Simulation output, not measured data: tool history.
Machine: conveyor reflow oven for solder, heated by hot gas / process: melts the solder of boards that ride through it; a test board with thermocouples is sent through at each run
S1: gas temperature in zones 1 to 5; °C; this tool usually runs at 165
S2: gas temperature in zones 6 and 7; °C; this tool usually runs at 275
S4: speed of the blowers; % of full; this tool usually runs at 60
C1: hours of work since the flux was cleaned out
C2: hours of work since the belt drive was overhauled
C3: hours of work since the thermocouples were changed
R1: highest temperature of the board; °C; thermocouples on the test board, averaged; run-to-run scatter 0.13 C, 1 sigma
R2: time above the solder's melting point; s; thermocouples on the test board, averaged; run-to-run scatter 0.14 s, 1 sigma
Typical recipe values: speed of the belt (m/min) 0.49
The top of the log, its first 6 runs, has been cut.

{"run": 7, "hour": 149.3, "S1": 165, "S2": 275, "speed of the belt (m/min)": 0.49, "S4": 60, "C1": 247, "C2": 79, "C3": 84, "R1": 260.3, "R2": 57.4}
{"hour": 163.5, "done": "flux residue cleaned out of gas plates and filters"}
{"run": 8, "hour": 177.7, "S1": 165, "S2": 275, "speed of the belt (m/min)": 0.49, "S4": 60, "C1": 10, "C2": 96, "C3": 100, "R1": 260.1, "R2": 57.8}
{"run": 9, "hour": 196.2, "S1": 165, "S2": 275, "speed of the belt (m/min)": 0.465, "S4": 60, "C1": 23, "C2": 108, "C3": 113, "R1": 261.8, "R2": 62.1}
{"run": 10, "hour": 220.6, "S1": 165, "S2": 275, "speed of the belt (m/min)": 0.465, "S4": 60, "C1": 40, "C2": 125, "C3": 130, "R1": 262, "R2": 62.3}
{"run": 11, "hour": 240.1, "S1": 165, "S2": 270, "speed of the belt (m/min)": 0.49, "S4": 60, "C1": 53, "C2": 139, "C3": 143, "R1": 255.6, "R2": 55.1}
{"run": 12, "hour": 257.1, "S1": 165, "S2": 275, "speed of the belt (m/min)": 0.49, "S4": 60, "C1": 65, "C2": 151, "C3": 155, "R1": 260.2, "R2": 57.8}
{"run": 13, "hour": 271.9, "S1": 165, "S2": 275, "speed of the belt (m/min)": 0.49, "S4": 53, "C1": 75, "C2": 161, "C3": 165, "R1": 257.8, "R2": 55.8}
{"run": 14, "hour": 302.6, "S1": 165, "S2": 275, "speed of the belt (m/min)": 0.49, "S4": 60, "C1": 97, "C2": 182, "C3": 187, "R1": 260, "R2": 57.9}
{"run": 15, "hour": 316.3, "S1": 165, "S2": 275, "speed of the belt (m/min)": 0.49, "S4": 60, "C1": 106, "C2": 192, "C3": 196, "R1": 260.4, "R2": 57.9}
{"run": 16, "hour": 343.9, "S1": 153, "S2": 281, "speed of the belt (m/min)": 0.426, "S4": 75, "C1": 126, "C2": 211, "C3": 216, "R1": 272.4, "R2": 71.1}
{"run": 17, "hour": 358.4, "S1": 169, "S2": 275, "speed of the belt (m/min)": 0.53, "S4": 55, "C1": 136, "C2": 221, "C3": 226, "R1": 256.6, "R2": 51.5}
{"run": 18, "hour": 378.8, "S1": 169, "S2": 275, "speed of the belt (m/min)": 0.53, "S4": 55, "C1": 150, "C2": 235, "C3": 240, "R1": 256.6, "R2": 51.6}
{"run": 19, "hour": 404.2, "S1": 151, "S2": 275, "speed of the belt (m/min)": 0.49, "S4": 60, "C1": 168, "C2": 253, "C3": 258, "R1": 258.2, "R2": 53}
{"run": 20, "hour": 430.8, "S1": 165, "S2": 266, "speed of the belt (m/min)": 0.49, "S4": 71, "C1": 186, "C2": 272, "C3": 276, "R1": 254.8, "R2": 55.5}
{"run": 21, "hour": 460.0, "S1": 165, "S2": 266, "speed of the belt (m/min)": 0.49, "S4": 71, "C1": 206, "C2": 292, "C3": 296, "R1": 254.7, "R2": 55.2}
{"run": 22, "hour": 489.7, "S1": 165, "S2": 266, "speed of the belt (m/min)": 0.49, "S4": 71, "C1": 227, "C2": 313, "C3": 317, "R1": 254.9, "R2": 55.5}
{"run": 23, "hour": 503.3, "S1": 173, "S2": 266, "speed of the belt (m/min)": 0.49, "S4": 71, "C1": 236, "C2": 322, "C3": 326, "R1": 255.6, "R2": 58.2}
{"hour": 531.5, "done": "flux residue cleaned out of gas plates and filters"}
{"run": 24, "hour": 532.6, "S1": 172, "S2": 266, "speed of the belt (m/min)": 0.565, "S4": 71, "C1": 1, "C2": 339, "C3": 343, "R1": 251.8, "R2": 47.1}
{"run": 25, "hour": 549.9, "S1": 165, "S2": 277, "speed of the belt (m/min)": 0.453, "S4": 60, "C1": 13, "C2": 351, "C3": 355, "R1": 264.4, "R2": 65.3}
{"run": 26, "hour": 580.8, "S1": 165, "S2": 277, "speed of the belt (m/min)": 0.453, "S4": 60, "C1": 34, "C2": 373, "C3": 377, "R1": 264.7, "R2": 65.3}
{"run": 27, "hour": 601.4, "S1": 165, "S2": 284, "speed of the belt (m/min)": 0.49, "S4": 60, "C1": 49, "C2": 387, "C3": 391, "R1": 268.5, "R2": 61.9}
{"run": 28, "hour": 618.6, "S1": 174, "S2": 275, "speed of the belt (m/min)": 0.49, "S4": 58, "C1": 61, "C2": 399, "C3": 403, "R1": 261.1, "R2": 61}
{"run": 29, "hour": 641.7, "S1": 169, "S2": 286, "speed of the belt (m/min)": 0.456, "S4": 75, "C1": 77, "C2": 415, "C3": 419, "R1": 277, "R2": 71.9}
{"run": 30, "hour": 655.6, "S1": 174, "S2": 275, "speed of the belt (m/min)": 0.49, "S4": 60, "C1": 86, "C2": 425, "C3": 429, "R1": 261.5, "R2": 61.4}

Consider 5 possible next runs. They are alternatives, not a sequence: every one starts from the tool as it was left by run 30. What does each give?
{"run": "A", "hour": 669.8, "S1": 165, "S2": 275, "speed of the belt (m/min)": 0.573, "S4": 60, "C1": 96, "C2": 435, "C3": 439, "R1": "?", "R2": "?"}
{"run": "B", "hour": 669.8, "S1": 167, "S2": 275, "speed of the belt (m/min)": 0.49, "S4": 60, "C1": 96, "C2": 435, "C3": 439, "R1": "?", "R2": "?"}
{"run": "C", "hour": 669.8, "S1": 174, "S2": 275, "speed of the belt (m/min)": 0.493, "S4": 60, "C1": 96, "C2": 435, "C3": 439, "R1": "?", "R2": "?"}
{"run": "D", "hour": 669.8, "S1": 174, "S2": 287, "speed of the belt (m/min)": 0.562, "S4": 71, "C1": 96, "C2": 435, "C3": 439, "R1": "?", "R2": "?"}
{"run": "E", "hour": 669.8, "S1": 165, "S2": 282, "speed of the belt (m/min)": 0.448, "S4": 57, "C1": 96, "C2": 435, "C3": 439, "R1": "?", "R2": "?"}

run=A R1=254.7 R2=45.5
run=B R1=260.4 R2=58.7
run=C R1=261.6 R2=60.7
run=D R1=271.2 R2=57.3
run=E R1=268.4 R2=68.4
The same runs, with their run-to-run variation unchanged, on a tool lacking any hidden condition would have given:
run=A R1=254.6 R2=45.4
run=B R1=260.3 R2=58.6
run=C R1=261.5 R2=60.6
run=D R1=271.1 R2=57.2
run=E R1=268.3 R2=68.3

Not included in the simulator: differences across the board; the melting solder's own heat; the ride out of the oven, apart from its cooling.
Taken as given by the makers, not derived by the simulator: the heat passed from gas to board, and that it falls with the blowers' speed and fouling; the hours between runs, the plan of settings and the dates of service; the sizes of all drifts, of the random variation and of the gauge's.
